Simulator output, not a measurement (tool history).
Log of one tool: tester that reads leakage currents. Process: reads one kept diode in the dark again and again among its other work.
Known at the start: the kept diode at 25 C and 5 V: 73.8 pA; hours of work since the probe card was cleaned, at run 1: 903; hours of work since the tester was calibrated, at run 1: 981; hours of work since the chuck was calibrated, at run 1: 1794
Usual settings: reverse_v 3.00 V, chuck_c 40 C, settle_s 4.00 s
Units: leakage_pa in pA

run	hour	reverse_v	chuck_c	settle_s	hours of work since the probe card was cleaned	hours of work since the tester was calibrated	hours of work since the chuck was calibrated	leakage_pa
1	0.0	3.00	40	4.00	903	981	1794	209.66
2	91.8	3.00	40	4.00	949	1028	1840	208.51
# hour 103.2: chuck's temperature calibrated
3	182.7	3.00	40	4.00	994	1073	40	244.84
4	298.1	3.00	40	4.00	1053	1131	99	244.09
5	370.3	3.00	40	4.00	1089	1168	135	243.87
6	431.4	3.00	40	4.00	1120	1199	166	243.61
7	548.4	3.00	40	4.00	1179	1258	225	241.80
8	654.3	3.00	40	4.00	1233	1312	279	240.34
9	730.4	6.69	40	4.00	1272	1350	318	321.14
10	826.2	6.69	40	4.00	1320	1399	366	321.69
11	919.0	9.45	40	4.00	1367	1446	413	363.20
12	1014.8	9.45	40	4.00	1416	1494	462	363.26
13	1116.7	3.00	40	4.00	1467	1546	513	236.56
14	1193.9	3.00	40	4.00	1506	1585	552	234.79
15	1291.1	1.81	40	9.03	1556	1634	602	195.62
16	1379.4	1.73	56	9.03	1600	1679	646	720.13
17	1448.5	1.73	56	9.03	1635	1714	681	716.32
18	1560.0	14.29	47	6.99	1692	1770	738	739.17
# hour 1574.9: probe card cleaned and baked
19	1678.8	3.00	40	1.07	53	1829	797	232.09
20	1753.2	3.00	24	4.00	90	1867	834	56.53
21	1833.7	3.00	24	4.00	131	1907	875	56.47
22	1933.3	17.51	40	0.57	182	1958	925	458.50
23	2030.2	4.50	21	0.57	231	2007	975	54.45
24	2099.9	16.97	35	7.80	266	2042	1010	293.58
# hour 2168.1: probe card cleaned and baked, once more
25	2227.7	16.97	35	7.80	30	2105	1073	262.68
26	2307.9	4.05	43	0.94	71	2146	1114	321.60
27	2425.0	4.05	43	0.94	130	2205	1173	318.72
28	2485.3	3.00	40	0.59	161	2236	1204	220.71

Forecast each of these 4 alternatives for the next run:
A	2575.3	3.00	40	0.48	206	2281	1249	?
B	2575.3	1.96	32	0.86	206	2281	1249	?
C	2575.3	12.83	22	0.77	206	2281	1249	?
D	2575.3	3.00	42	0.59	206	2281	1249	?

run	leakage_pa
A	220.32
B	93.24
C	76.36
D	263.47
Without the tool's hidden state the same runs would have given:
run	leakage_pa
A	245.18
B	104.29
C	83.33
D	292.98

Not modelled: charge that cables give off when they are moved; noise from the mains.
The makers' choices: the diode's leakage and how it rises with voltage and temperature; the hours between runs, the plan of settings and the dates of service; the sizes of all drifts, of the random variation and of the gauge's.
